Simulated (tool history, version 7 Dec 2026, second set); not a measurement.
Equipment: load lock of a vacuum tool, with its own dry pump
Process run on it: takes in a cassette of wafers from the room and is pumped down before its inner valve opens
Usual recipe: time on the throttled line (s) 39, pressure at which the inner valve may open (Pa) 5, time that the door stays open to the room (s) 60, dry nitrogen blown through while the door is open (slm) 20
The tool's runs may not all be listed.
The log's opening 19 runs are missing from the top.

| run | day | time on the throttled line (s) | pressure at which the inner valve may open (Pa) | time that the door stays open to the room (s) | dry nitrogen blown through while the door is open (slm) | hours that the pump has run since its overhaul | times that the door has closed on its seal | incoming humidity of the room's air, % | time from the closed door until the inner valve may open (s) | rise of the pressure with all valves shut (Pa/min) |
|---|---|---|---|---|---|---|---|---|---|---|
| 20 | 77.754 | 38 | 7 | 70 | 8 | 8466 | 11855 | 47.1 | 74.7 | 0.095 |
| 21 | 82.962 | 23 | 5 | 60 | 20 | 8591 | 12311 | 44.2 | 64.9 | 0.086 |
| 22 | 88.888 | 23 | 5 | 60 | 20 | 8733 | 12830 | 42.4 | 65.1 | 0.092 |
| 23 | 92.104 | 23 | 5 | 60 | 20 | 8811 | 13111 | 43.6 | 65.1 | 0.100 |
| 24 | 96.838 | 39 | 5 | 237 | 5 | 8924 | 13526 | 46.8 | 77.5 | 0.143 |
| 25 | 100.771 | 35 | 8 | 118 | 9 | 9019 | 13870 | 45.0 | 71.8 | 0.119 |
| 26 | 105.883 | 35 | 9 | 118 | 6 | 9141 | 14318 | 44.8 | 71.3 | 0.121 |
| 27 | 109.858 | 22 | 7 | 56 | 19 | 9237 | 14666 | 45.4 | 63.0 | 0.107 |
| 28 | 114.750 | 46 | 6 | 56 | 23 | 9354 | 15094 | 45.0 | 81.8 | 0.108 |
| 29 | 118.483 | 36 | 5 | 60 | 20 | 9444 | 15422 | 47.0 | 74.9 | 0.113 |
| 30 | 121.529 | 24 | 5 | 166 | 20 | 9517 | 15688 | 45.2 | 65.8 | 0.133 |
| 31 | 124.167 | 22 | 4 | 168 | 7 | 9580 | 15919 | 44.7 | 65.6 | 0.146 |
| 32 | 128.296 | 39 | 4 | 60 | 20 | 9679 | 16281 | 46.2 | 78.6 | 0.119 |

Alternative continuations, all from the tool just after run 32; predict every row:
| A | 134.225 | 37 | 4 | 60 | 20 | 9822 | 16800 | 43.3 | ? | ? |
| B | 134.225 | 26 | 4 | 60 | 20 | 9822 | 16800 | 47.3 | ? | ? |
| C | 134.225 | 39 | 7 | 60 | 7 | 9822 | 16800 | 46.6 | ? | ? |

| run | time from the closed door until the inner valve may open (s) | rise of the pressure with all valves shut (Pa/min) |
|---|---|---|
| A | 77.3 | 0.126 |
| B | 69.0 | 0.123 |
| C | 75.9 | 0.135 |
Without the tool's hidden state the same runs would have given:
| run | time from the closed door until the inner valve may open (s) | rise of the pressure with all valves shut (Pa/min) |
|---|---|---|
| A | 73.3 | 0.033 |
| B | 64.7 | 0.031 |
| C | 72.3 | 0.042 |

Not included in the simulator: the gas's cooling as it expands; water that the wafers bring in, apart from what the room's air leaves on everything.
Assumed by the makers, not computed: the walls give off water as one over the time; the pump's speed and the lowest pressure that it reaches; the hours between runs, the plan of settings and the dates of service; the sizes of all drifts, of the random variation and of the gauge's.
